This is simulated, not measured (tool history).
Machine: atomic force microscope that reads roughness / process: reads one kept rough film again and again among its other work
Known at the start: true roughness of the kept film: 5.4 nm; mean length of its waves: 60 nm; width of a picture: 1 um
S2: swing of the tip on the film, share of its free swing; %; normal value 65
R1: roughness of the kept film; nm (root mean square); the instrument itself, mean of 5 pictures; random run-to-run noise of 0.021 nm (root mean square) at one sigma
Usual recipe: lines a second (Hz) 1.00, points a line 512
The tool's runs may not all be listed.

run 1 hour=0.0 | lines_a_second_(Hz)=1.00 S2=65 points_a_line=512 | R1=5.045
run 2 hour=41.3 | lines_a_second_(Hz)=1.00 S2=65 points_a_line=512 | R1=4.960
run 3 hour=85.6 | lines_a_second_(Hz)=1.00 S2=65 points_a_line=512 | R1=4.859
run 4 hour=125.7 | lines_a_second_(Hz)=1.00 S2=61 points_a_line=512 | R1=4.852
run 5 hour=159.1 | lines_a_second_(Hz)=1.00 S2=61 points_a_line=512 | R1=4.766
run 6 hour=193.8 | lines_a_second_(Hz)=1.00 S2=61 points_a_line=512 | R1=4.742
run 7 hour=231.3 | lines_a_second_(Hz)=1.00 S2=61 points_a_line=512 | R1=4.711
run 8 hour=282.7 | lines_a_second_(Hz)=1.00 S2=65 points_a_line=458 | R1=4.576
-- hour=287.0 new tip fitted
run 9 hour=337.3 | lines_a_second_(Hz)=1.00 S2=65 points_a_line=512 | R1=4.970
run 10 hour=372.1 | lines_a_second_(Hz)=1.00 S2=65 points_a_line=512 | R1=4.905
run 11 hour=401.9 | lines_a_second_(Hz)=1.00 S2=65 points_a_line=512 | R1=4.853
run 12 hour=450.9 | lines_a_second_(Hz)=1.00 S2=65 points_a_line=512 | R1=4.771
run 13 hour=509.8 | lines_a_second_(Hz)=1.00 S2=65 points_a_line=512 | R1=4.646
run 14 hour=558.7 | lines_a_second_(Hz)=1.00 S2=65 points_a_line=512 | R1=4.557
-- hour=564.5 height scale calibrated on a step standard
-- hour=573.2 new tip fitted
run 15 hour=621.0 | lines_a_second_(Hz)=1.00 S2=65 points_a_line=512 | R1=4.957
run 16 hour=670.0 | lines_a_second_(Hz)=1.00 S2=77 points_a_line=512 | R1=4.725
run 17 hour=699.9 | lines_a_second_(Hz)=1.00 S2=65 points_a_line=512 | R1=4.799
run 18 hour=729.1 | lines_a_second_(Hz)=1.00 S2=65 points_a_line=512 | R1=4.773
run 19 hour=764.8 | lines_a_second_(Hz)=1.00 S2=65 points_a_line=512 | R1=4.721
run 20 hour=804.5 | lines_a_second_(Hz)=2.60 S2=65 points_a_line=512 | R1=4.405
-- hour=857.8 new tip fitted
run 21 hour=857.8 | lines_a_second_(Hz)=1.00 S2=89 points_a_line=512 | R1=4.671
run 22 hour=915.0 | lines_a_second_(Hz)=1.00 S2=72 points_a_line=512 | R1=4.891
-- hour=945.2 height scale calibrated on a step standard, once more
run 23 hour=950.8 | lines_a_second_(Hz)=1.00 S2=65 points_a_line=512 | R1=4.940
run 24 hour=1003.2 | lines_a_second_(Hz)=1.00 S2=65 points_a_line=512 | R1=4.803
run 25 hour=1041.2 | lines_a_second_(Hz)=1.00 S2=65 points_a_line=512 | R1=4.753
run 26 hour=1089.1 | lines_a_second_(Hz)=1.00 S2=65 points_a_line=512 | R1=4.662
run 27 hour=1138.1 | lines_a_second_(Hz)=1.00 S2=65 points_a_line=512 | R1=4.636
-- hour=1143.4 new tip fitted
run 28 hour=1185.4 | lines_a_second_(Hz)=1.62 S2=81 points_a_line=766 | R1=4.556
run 29 hour=1247.2 | lines_a_second_(Hz)=0.94 S2=69 points_a_line=545 | R1=4.818
run 30 hour=1297.8 | lines_a_second_(Hz)=1.35 S2=65 points_a_line=337 | R1=4.691
run 31 hour=1334.8 | lines_a_second_(Hz)=1.35 S2=65 points_a_line=337 | R1=4.655
run 32 hour=1396.4 | lines_a_second_(Hz)=3.12 S2=61 points_a_line=257 | R1=4.360
-- hour=1428.2 new tip fitted
run 33 hour=1453.1 | lines_a_second_(Hz)=0.96 S2=61 points_a_line=658 | R1=5.068
run 34 hour=1481.1 | lines_a_second_(Hz)=0.96 S2=61 points_a_line=658 | R1=4.999
run 35 hour=1527.9 | lines_a_second_(Hz)=0.96 S2=61 points_a_line=658 | R1=4.902
run 36 hour=1564.4 | lines_a_second_(Hz)=0.96 S2=61 points_a_line=658 | R1=4.861
run 37 hour=1615.0 | lines_a_second_(Hz)=1.07 S2=65 points_a_line=512 | R1=4.770
run 38 hour=1666.3 | lines_a_second_(Hz)=0.94 S2=87 points_a_line=1002 | R1=4.389
-- hour=1715.7 new tip fitted
run 39 hour=1716.9 | lines_a_second_(Hz)=0.97 S2=61 points_a_line=317 | R1=5.076
run 40 hour=1764.9 | lines_a_second_(Hz)=0.97 S2=61 points_a_line=317 | R1=4.991
run 41 hour=1814.8 | lines_a_second_(Hz)=1.47 S2=75 points_a_line=581 | R1=4.644
run 42 hour=1853.8 | lines_a_second_(Hz)=0.97 S2=60 points_a_line=273 | R1=4.854
run 43 hour=1889.8 | lines_a_second_(Hz)=3.99 S2=89 points_a_line=512 | R1=3.346
run 44 hour=1926.2 | lines_a_second_(Hz)=3.99 S2=89 points_a_line=512 | R1=3.286
run 45 hour=1957.6 | lines_a_second_(Hz)=3.19 S2=58 points_a_line=512 | R1=4.468
run 46 hour=1990.6 | lines_a_second_(Hz)=3.19 S2=60 points_a_line=998 | R1=4.365
-- hour=2001.8 new tip fitted
run 47 hour=2039.9 | lines_a_second_(Hz)=3.19 S2=60 points_a_line=998 | R1=4.797
run 48 hour=2066.7 | lines_a_second_(Hz)=3.19 S2=60 points_a_line=998 | R1=4.744
run 49 hour=2117.8 | lines_a_second_(Hz)=3.19 S2=60 points_a_line=998 | R1=4.634
run 50 hour=2178.3 | lines_a_second_(Hz)=2.01 S2=57 points_a_line=490 | R1=4.664
run 51 hour=2231.8 | lines_a_second_(Hz)=2.27 S2=57 points_a_line=519 | R1=4.565
run 52 hour=2274.1 | lines_a_second_(Hz)=1.93 S2=72 points_a_line=512 | R1=4.280

Per-run results on a tool with no hidden state, each run keeping its own random variation:
Hidden conditions of the tool in this case: radius of the tip, nm; height scale over the true one, %; drift of the gauge itself on roughness_nm, %.
run=1 R1=5.053
run=2 R1=5.055
run=3 R1=5.032
run=4 R1=5.101
run=5 R1=5.066
run=6 R1=5.104
run=7 R1=5.139
run=8 R1=5.080
run=9 R1=5.079
run=10 R1=5.076
run=11 R1=5.073
run=12 R1=5.072
run=13 R1=5.053
run=14 R1=5.053
run=15 R1=5.071
run=16 R1=4.926
run=17 R1=5.059
run=18 R1=5.090
run=19 R1=5.092
run=20 R1=4.819
run=21 R1=4.691
run=22 R1=5.013
run=23 R1=5.105
run=24 R1=5.048
run=25 R1=5.066
run=26 R1=5.056
run=27 R1=5.109
run=28 R1=4.643
run=29 R1=5.024
run=30 R1=4.982
run=31 R1=5.015
run=32 R1=4.799
run=33 R1=5.116
run=34 R1=5.102
run=35 R1=5.085
run=36 R1=5.115
run=37 R1=5.111
run=38 R1=4.795
run=39 R1=5.094
run=40 R1=5.093
run=41 R1=4.823
run=42 R1=5.113
run=43 R1=3.569
run=44 R1=3.552
run=45 R1=4.878
run=46 R1=4.827
run=47 R1=4.884
run=48 R1=4.875
run=49 R1=4.858
run=50 R1=5.005
run=51 R1=4.993
run=52 R1=4.746
